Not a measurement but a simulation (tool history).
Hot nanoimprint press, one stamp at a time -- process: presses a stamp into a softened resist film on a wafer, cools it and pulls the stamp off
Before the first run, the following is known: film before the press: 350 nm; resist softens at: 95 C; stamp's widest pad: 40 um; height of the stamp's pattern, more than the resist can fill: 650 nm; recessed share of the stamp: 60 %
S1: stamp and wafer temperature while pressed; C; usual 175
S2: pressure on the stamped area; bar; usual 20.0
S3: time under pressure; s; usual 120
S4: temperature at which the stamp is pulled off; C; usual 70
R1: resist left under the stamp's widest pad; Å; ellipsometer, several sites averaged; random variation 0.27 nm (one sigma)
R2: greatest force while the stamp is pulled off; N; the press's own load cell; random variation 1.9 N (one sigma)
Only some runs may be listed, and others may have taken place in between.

run 1 hour=0.0 | S1=175 S2=20.0 S3=120 S4=70 | R1=1551 R2=162
run 2 hour=32.3 | S1=175 S2=20.0 S3=120 S4=70 | R1=1548 R2=164
run 3 hour=56.3 | S1=175 S2=20.0 S3=120 S4=70 | R1=1547 R2=167
run 4 hour=89.7 | S1=175 S2=20.0 S3=120 S4=58 | R1=1545 R2=198
run 5 hour=118.4 | S1=175 S2=20.0 S3=120 S4=58 | R1=1542 R2=198
run 6 hour=155.3 | S1=175 S2=18.1 S3=120 S4=70 | R1=1610 R2=174
run 7 hour=194.5 | S1=175 S2=18.1 S3=120 S4=69 | R1=1611 R2=178
run 8 hour=212.8 | S1=175 S2=31.2 S3=120 S4=75 | R1=1245 R2=166
run 9 hour=236.9 | S1=175 S2=21.7 S3=103 S4=70 | R1=1560 R2=178
run 10 hour=254.0 | S1=175 S2=20.0 S3=120 S4=68 | R1=1535 R2=187
run 11 hour=288.0 | S1=175 S2=20.0 S3=120 S4=68 | R1=1534 R2=190
-- hour=313.4 press's hydraulic seals changed and the load cell set to zero
run 12 hour=324.0 | S1=175 S2=20.0 S3=208 S4=70 | R1=1215 R2=185
run 13 hour=354.1 | S1=181 S2=20.0 S3=203 S4=70 | R1=1017 R2=188
run 14 hour=375.9 | S1=186 S2=22.7 S3=203 S4=59 | R1=821 R2=223

Predict each of these 3 candidate next runs independently; none follows another, all start after run 14:
-- hour=405.9 stamp cleaned and given a new release coat
run A hour=406.6 | S1=169 S2=21.8 S3=98 S4=59 | R1=? R2=?
-- hour=405.9 stamp cleaned and given a new release coat
run B hour=406.6 | S1=186 S2=22.7 S3=203 S4=71 | R1=? R2=?
-- hour=405.9 stamp cleaned and given a new release coat
run C hour=406.6 | S1=183 S2=20.0 S3=120 S4=71 | R1=? R2=?

run=A R1=1858 R2=173
run=B R1=822 R2=150
run=C R1=1198 R2=150
What these runs would have given with no unlogged condition in the tool:
run=A R1=1936 R2=176
run=B R1=857 R2=153
run=C R1=1249 R2=153
